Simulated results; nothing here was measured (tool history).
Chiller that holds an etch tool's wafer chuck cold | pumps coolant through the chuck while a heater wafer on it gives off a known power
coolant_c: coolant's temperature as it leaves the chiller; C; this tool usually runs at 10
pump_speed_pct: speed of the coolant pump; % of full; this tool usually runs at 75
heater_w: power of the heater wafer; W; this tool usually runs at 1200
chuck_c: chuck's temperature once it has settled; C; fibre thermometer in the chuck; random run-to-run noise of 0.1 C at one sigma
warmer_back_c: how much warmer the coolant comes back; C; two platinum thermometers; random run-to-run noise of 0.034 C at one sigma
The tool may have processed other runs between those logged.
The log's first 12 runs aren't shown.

run,hour,coolant_c,pump_speed_pct,heater_w,chuck_c,warmer_back_c
13,304.9,10,75,1200,26.8,4.96
14,332,10,75,1233,27.3,5.12
15,353.7,10,75,1233,27.2,5.13
16,370.4,10,75,1200,26.8,4.92
17,399,0,77,1690,23.3,6.82
18,430.5,15,77,1030,29.3,4.06
19,458.4,15,77,1030,28.8,4.01
20,486,4,90,720,12.6,2.19
21,510.7,1,74,1254,18.8,5.17
22,527.1,2,74,1254,19.9,5.13
23,548.3,19,74,779,30,3.02
24,581.3,19,74,779,30.1,2.99
25,601.5,10,75,1033,24.6,4
26,637.4,5,94,1200,19.1,3.62
27,670.1,5,94,1200,18.9,3.62
# hour 673.2: gauge calibrated
28,698.9,5,94,1200,18.9,4.12
29,714,12,94,1235,26.4,4.11
30,729.4,7,92,1361,23,4.75
31,759.3,16,64,690,26.9,3.49

Here are 5 independent what-if runs from the current tool condition. What would each one return?
A,786.3,9,96,1066,?,?
B,786.3,3,75,1200,?,?
C,786.3,17,75,1409,?,?
D,786.3,16,64,1046,?,?
E,786.3,9,71,832,?,?

run,chuck_c,warmer_back_c
A,21.2,3.42
B,19.7,5.14
C,36.6,6.09
D,32.7,5.26
E,21.1,3.76
With the hidden condition removed and each run's random variation left untouched, the same runs would have given:
run,chuck_c,warmer_back_c
A,21.2,3.5
B,19.7,5.22
C,36.6,6.17
D,32.7,5.34
E,21.1,3.84
